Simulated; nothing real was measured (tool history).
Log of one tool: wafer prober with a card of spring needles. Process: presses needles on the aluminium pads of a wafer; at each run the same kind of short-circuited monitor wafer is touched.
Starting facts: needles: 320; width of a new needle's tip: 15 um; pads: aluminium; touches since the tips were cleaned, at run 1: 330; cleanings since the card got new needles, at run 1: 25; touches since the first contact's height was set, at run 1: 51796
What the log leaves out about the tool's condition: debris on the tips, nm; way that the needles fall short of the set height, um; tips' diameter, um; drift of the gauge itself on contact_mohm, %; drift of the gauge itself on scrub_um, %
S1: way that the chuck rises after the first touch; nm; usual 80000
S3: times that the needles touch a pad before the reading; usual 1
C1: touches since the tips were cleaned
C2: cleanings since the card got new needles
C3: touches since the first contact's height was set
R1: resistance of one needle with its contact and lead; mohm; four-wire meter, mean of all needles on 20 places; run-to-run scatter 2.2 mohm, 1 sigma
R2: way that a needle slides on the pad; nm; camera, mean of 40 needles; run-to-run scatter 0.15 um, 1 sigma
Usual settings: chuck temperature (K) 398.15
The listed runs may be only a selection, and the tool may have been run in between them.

Run 1, day 0: usual settings; C1 330; C2 25; C3 51796. Result: R1 271 mohm, R2 16050 nm.
At day 0.35: tips cleaned on abrasive film.
Run 2, day 0.35: usual settings; C1 0; C2 26; C3 53236. Result: R1 256 mohm, R2 15740 nm.
Run 3, day 0.708: usual settings; C1 1508; C2 26; C3 54744. Result: R1 295 mohm, R2 15720 nm.
At day 0.8: tips cleaned on abrasive film.
Run 4, day 1.129: usual settings; C1 1379; C2 27; C3 56484. Result: R1 294 mohm, R2 16030 nm.
At day 1.246: tips cleaned on abrasive film.
Run 5, day 1.6: usual settings; C1 1468; C2 28; C3 58427. Result: R1 298 mohm, R2 15760 nm.
At day 1.679: tips cleaned on abrasive film.
At day 2.154: tips cleaned on abrasive film.
Run 6, day 2.167: usual settings; C1 54; C2 30; C3 60772. Result: R1 257 mohm, R2 15750 nm.
At day 2.625: tips cleaned on abrasive film.
Run 7, day 2.925: usual settings; C1 1253; C2 31; C3 63922. Result: R1 292 mohm, R2 15920 nm.
At day 3.079: tips cleaned on abrasive film.
At day 3.525: tips cleaned on abrasive film.
Run 8, day 3.621: usual settings; C1 409; C2 33; C3 66796. Result: R1 268 mohm, R2 15800 nm.
At day 3.958: tips cleaned on abrasive film.
Run 9, day 4.162: usual settings; C1 856; C2 34; C3 69047. Result: R1 279 mohm, R2 15640 nm.
At day 4.404: tips cleaned on abrasive film.
Run 10, day 4.633: usual settings but chuck temperature (K) 320.15; C1 966; C2 35; C3 70997. Result: R1 273 mohm, R2 15450 nm.
At day 4.896: tips cleaned on abrasive film.
Run 11, day 5.229: usual settings but chuck temperature (K) 320.15; C1 1396; C2 36; C3 73472. Result: R1 280 mohm, R2 15760 nm.
At day 5.354: tips cleaned on abrasive film.
At day 5.812: tips cleaned on abrasive film.
Run 12, day 5.862: usual settings but chuck temperature (K) 320.15; C1 214; C2 38; C3 76082. Result: R1 242 mohm, R2 15550 nm.
At day 6.242: tips cleaned on abrasive film.
Run 13, day 6.633: usual settings but S1 62000 nm, chuck temperature (K) 320.15; C1 1633; C2 39; C3 79281. Result: R1 334 mohm, R2 11720 nm.
At day 6.671: tips cleaned on abrasive film.
At day 7.146: tips cleaned on abrasive film.
Run 14, day 7.375: usual settings but S1 63000 nm, chuck temperature (K) 320.15; C1 960; C2 41; C3 82347. Result: R1 300 mohm, R2 12120 nm.
At day 7.633: tips cleaned on abrasive film.
Run 15, day 7.729: usual settings but S1 79000 nm; C1 408; C2 42; C3 83820. Result: R1 272 mohm, R2 15380 nm.
At day 8.096: tips cleaned on abrasive film.
Run 16, day 8.271: usual settings but S1 79000 nm; C1 722; C2 43; C3 86053. Result: R1 284 mohm, R2 15230 nm.
At day 8.525: tips cleaned on abrasive film.
Run 17, day 8.883: usual settings but S3 3; C1 1498; C2 44; C3 88610. Result: R1 268 mohm, R2 15600 nm.
At day 8.962: tips cleaned on abrasive film.
At day 9.45: tips cleaned on abrasive film.
Run 18, day 9.462: usual settings but S1 69000 nm, chuck temperature (K) 315.15, S3 2; C1 52; C2 46; C3 90982. Result: R1 239 mohm, R2 12970 nm.
Run 19, day 9.858: usual settings but S1 69000 nm, chuck temperature (K) 321.15, S3 2; C1 1716; C2 46; C3 92646. Result: R1 284 mohm, R2 13000 nm.
At day 9.9: tips cleaned on abrasive film.
At day 10.362: tips cleaned on abrasive film.
Run 20, day 10.388: usual settings but S1 62000 nm, chuck temperature (K) 313.15, S3 2; C1 110; C2 48; C3 94822. Result: R1 246 mohm, R2 11700 nm.
At day 10.829: tips cleaned on abrasive film.
Run 21, day 10.983: usual settings but S1 90000 nm, chuck temperature (K) 313.15, S3 2; C1 647; C2 49; C3 97293. Result: R1 240 mohm, R2 17550 nm.
At day 11.3: tips cleaned on abrasive film.
Run 22, day 11.579: usual settings but S1 90000 nm, chuck temperature (K) 313.15, S3 2; C1 1170; C2 50; C3 99773. Result: R1 245 mohm, R2 17420 nm.
At day 11.742: tips cleaned on abrasive film.
Run 23, day 12.008: usual settings but S1 90000 nm, chuck temperature (K) 313.15, S3 2; C1 1128; C2 51; C3 101550. Result: R1 249 mohm, R2 17280 nm.
At day 12.2: tips cleaned on abrasive film.
Run 24, day 12.617: usual settings but S1 73000 nm; C1 1748; C2 52; C3 104074. Result: R1 325 mohm, R2 13940 nm.
At day 12.696: tips cleaned on abrasive film.
Run 25, day 12.988: usual settings but S1 95000 nm, chuck temperature (K) 383.15, S3 2; C1 1218; C2 53; C3 105600. Result: R1 264 mohm, R2 18620 nm.
At day 13.142: tips cleaned on abrasive film.
Run 26, day 13.458: usual settings but S1 64000 nm; C1 1317; C2 54; C3 107545. Result: R1 339 mohm, R2 11870 nm.
At day 13.596: tips cleaned on abrasive film.
Run 27, day 13.975: usual settings but S1 85000 nm, chuck temperature (K) 321.15; C1 1573; C2 55; C3 109690. Result: R1 292 mohm, R2 16410 nm.
At day 14.038: tips cleaned on abrasive film.
At day 14.5: tips cleaned on abrasive film.
Run 28, day 14.571: usual settings but S1 74000 nm, chuck temperature (K) 315.15; C1 298; C2 57; C3 112150. Result: R1 256 mohm, R2 13950 nm.
At day 14.938: tips cleaned on abrasive film.
Run 29, day 15.133: usual settings but S1 76000 nm, chuck temperature (K) 385.15; C1 829; C2 58; C3 114492. Result: R1 293 mohm, R2 14380 nm.
At day 15.429: tips cleaned on abrasive film.
Run 30, day 15.512: usual settings but chuck temperature (K) 307.15; C1 353; C2 59; C3 116051. Result: R1 254 mohm, R2 15360 nm.
At day 15.858: tips cleaned on abrasive film.
Run 31, day 16.025: usual settings but S1 74000 nm, chuck temperature (K) 300.15, S3 3; C1 701; C2 60; C3 118178. Result: R1 244 mohm, R2 13700 nm.

Below, some changes in R1 between adjacent runs. For each, the amount present without the hidden state too (settings, incoming material, random variation) and the amount remaining for the hidden state with gauge scatter not shared by both compared results:
Run 12 -> 13: S1 80000 -> 62000, tips cleaned on abrasive film. R1 +92 mohm: hidden state +83, all else +9.
Run 23 -> 24: S1 90000 -> 73000, chuck temperature (K) 313.15 -> 398.15, S3 2 -> 1, tips cleaned on abrasive film. R1 +76 mohm: hidden state +51, all else +25.
Run 24 -> 25: S1 73000 -> 95000, chuck temperature (K) 398.15 -> 383.15, S3 1 -> 2, tips cleaned on abrasive film. R1 -61 mohm: hidden state -54, all else -7.
Run 25 -> 26: S1 95000 -> 64000, chuck temperature (K) 383.15 -> 398.15, S3 2 -> 1, tips cleaned on abrasive film. R1 +75 mohm: hidden state +62, all else +13.
